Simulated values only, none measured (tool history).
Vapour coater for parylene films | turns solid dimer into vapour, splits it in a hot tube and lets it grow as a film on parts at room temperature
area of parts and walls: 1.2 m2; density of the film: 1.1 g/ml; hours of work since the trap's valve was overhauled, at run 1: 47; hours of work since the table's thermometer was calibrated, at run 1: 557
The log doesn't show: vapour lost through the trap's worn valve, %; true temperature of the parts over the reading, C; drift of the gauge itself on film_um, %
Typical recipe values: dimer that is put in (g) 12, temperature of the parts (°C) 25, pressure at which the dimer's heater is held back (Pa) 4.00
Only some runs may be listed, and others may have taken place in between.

run   hour  dimer that is put in (g)  temperature of the parts (°C)  pressure at which the dimer's heater is held back (Pa)  hours of work since the trap's valve was overhauled  hours of work since the table's thermometer was calibrated  thickness of the film (nm)
  1    0.0                        12                             25                                                    4.00                                                   47                                                         557                        7300
  2   34.1                        16                             25                                                    4.00                                                   62                                                         573                        9860
  3   55.6                        16                             25                                                    4.54                                                   72                                                         582                        9630
  4   81.2                        16                             25                                                    4.54                                                   83                                                         593                        9610
  5  123.5                        16                             25                                                    4.54                                                  102                                                         612                        9590
  6  160.1                        16                             25                                                    4.54                                                  118                                                         628                        9580
  7  202.8                        16                             25                                                    4.54                                                  137                                                         647                        9610
  8  239.0                         5                             25                                                    4.00                                                  153                                                         663                        3070
  9  260.4                        19                             31                                                    5.64                                                  162                                                         673                        8250

The next listed run, before its measurement:
 10  299.8                        14                             25                                                    2.83                                                  180                                                         690                           ?

Run 10 yielded thickness of the film (nm) 9040.
With no hidden state in the tool, this same run would have given thickness of the film (nm) 9040.
